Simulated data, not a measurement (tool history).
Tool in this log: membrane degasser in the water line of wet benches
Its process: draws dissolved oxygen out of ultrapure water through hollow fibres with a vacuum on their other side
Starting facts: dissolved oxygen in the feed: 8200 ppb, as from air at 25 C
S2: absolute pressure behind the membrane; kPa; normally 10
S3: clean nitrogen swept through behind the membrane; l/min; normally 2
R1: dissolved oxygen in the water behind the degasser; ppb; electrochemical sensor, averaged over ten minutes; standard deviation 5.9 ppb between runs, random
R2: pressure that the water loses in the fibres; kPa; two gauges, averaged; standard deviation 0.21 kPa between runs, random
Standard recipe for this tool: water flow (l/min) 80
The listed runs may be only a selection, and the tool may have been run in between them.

{"run": 1, "hour": 0.0, "water flow (l/min)": 80, "S2": 10, "S3": 2, "R1": 584.1, "R2": 47.6}
{"run": 2, "hour": 38.3, "water flow (l/min)": 80, "S2": 10, "S3": 2, "R1": 588.7, "R2": 47.51}
{"run": 3, "hour": 59.3, "water flow (l/min)": 80, "S2": 15.9, "S3": 2, "R1": 990.1, "R2": 47.49}
{"run": 4, "hour": 104.6, "water flow (l/min)": 80, "S2": 12.2, "S3": 2, "R1": 739.9, "R2": 47.49}
{"run": 5, "hour": 129.4, "water flow (l/min)": 80, "S2": 10, "S3": 2, "R1": 585, "R2": 47.32}
{"run": 6, "hour": 164.4, "water flow (l/min)": 80, "S2": 10, "S3": 2, "R1": 581, "R2": 46.98}
{"run": 7, "hour": 196.4, "water flow (l/min)": 80, "S2": 10, "S3": 2, "R1": 594.3, "R2": 46.75}
{"run": 8, "hour": 241.6, "water flow (l/min)": 80, "S2": 10, "S3": 1.85, "R1": 621.4, "R2": 47.24}
{"run": 9, "hour": 280.0, "water flow (l/min)": 80, "S2": 10, "S3": 1.05, "R1": 877.5, "R2": 46.81}
{"run": 10, "hour": 319.6, "water flow (l/min)": 80, "S2": 10, "S3": 1.05, "R1": 876.6, "R2": 47.05}
{"run": 11, "hour": 366.3, "water flow (l/min)": 80, "S2": 24.4, "S3": 2, "R1": 1505.5, "R2": 46.81}
{"run": 12, "hour": 411.5, "water flow (l/min)": 80, "S2": 7.5, "S3": 2, "R1": 402.1, "R2": 46.9}
{"run": 13, "hour": 451.1, "water flow (l/min)": 80, "S2": 7.5, "S3": 2, "R1": 402, "R2": 46.86}
{"run": 14, "hour": 497.7, "water flow (l/min)": 80, "S2": 7.5, "S3": 2, "R1": 406.2, "R2": 46.92}
{"run": 15, "hour": 533.9, "water flow (l/min)": 68, "S2": 6.1, "S3": 1.61, "R1": 291, "R2": 39.89}
{"run": 16, "hour": 569.4, "water flow (l/min)": 100, "S2": 7.5, "S3": 2.55, "R1": 434.4, "R2": 58.06}
{"run": 17, "hour": 589.9, "water flow (l/min)": 57, "S2": 19.1, "S3": 1.07, "R1": 1399.2, "R2": 33.25}
{"run": 18, "hour": 625.5, "water flow (l/min)": 55, "S2": 6.7, "S3": 1.07, "R1": 370.1, "R2": 32.04}
{"run": 19, "hour": 655.3, "water flow (l/min)": 103, "S2": 7.2, "S3": 2, "R1": 485.9, "R2": 60.14}
{"run": 20, "hour": 676.4, "water flow (l/min)": 103, "S2": 15.4, "S3": 3.58, "R1": 785.4, "R2": 59.63}
{"run": 21, "hour": 699.1, "water flow (l/min)": 103, "S2": 15.4, "S3": 3.58, "R1": 801.9, "R2": 60.09}
{"run": 22, "hour": 725.2, "water flow (l/min)": 113, "S2": 9.4, "S3": 1.33, "R1": 923.2, "R2": 65.59}
{"run": 23, "hour": 759.3, "water flow (l/min)": 86, "S2": 16.7, "S3": 2.1, "R1": 1074, "R2": 50.14}
{"run": 24, "hour": 804.9, "water flow (l/min)": 86, "S2": 16.7, "S3": 2.1, "R1": 1060.3, "R2": 49.81}
{"run": 25, "hour": 836.5, "water flow (l/min)": 54, "S2": 6.7, "S3": 1.67, "R1": 267.9, "R2": 31.54}
{"run": 26, "hour": 879.2, "water flow (l/min)": 54, "S2": 24.4, "S3": 1.67, "R1": 1274.4, "R2": 31.3}
{"run": 27, "hour": 905.7, "water flow (l/min)": 112, "S2": 6.8, "S3": 1.21, "R1": 619, "R2": 65}
{"run": 28, "hour": 948.1, "water flow (l/min)": 49, "S2": 9.2, "S3": 2.12, "R1": 327.2, "R2": 28.05}

Predict each of these 4 candidate next runs independently; none follows another, all start after run 28:
{"run": "A", "hour": 981.4, "water flow (l/min)": 62, "S2": 11.5, "S3": 2.12, "R1": "?", "R2": "?"}
{"run": "B", "hour": 981.4, "water flow (l/min)": 77, "S2": 10.4, "S3": 5.78, "R1": "?", "R2": "?"}
{"run": "C", "hour": 981.4, "water flow (l/min)": 71, "S2": 15.4, "S3": 1.18, "R1": "?", "R2": "?"}
{"run": "D", "hour": 981.4, "water flow (l/min)": 91, "S2": 10.9, "S3": 1.63, "R1": "?", "R2": "?"}

run=A R1=535.9 R2=35.83
run=B R1=286.8 R2=44.35
run=C R1=1246.5 R2=41.29
run=D R1=829.8 R2=52.65
Without the tool's hidden state the same runs would have given:
run=A R1=535.5 R2=36.65
run=B R1=286.6 R2=45.37
run=C R1=1246 R2=42.23
run=D R1=829.3 R2=53.85

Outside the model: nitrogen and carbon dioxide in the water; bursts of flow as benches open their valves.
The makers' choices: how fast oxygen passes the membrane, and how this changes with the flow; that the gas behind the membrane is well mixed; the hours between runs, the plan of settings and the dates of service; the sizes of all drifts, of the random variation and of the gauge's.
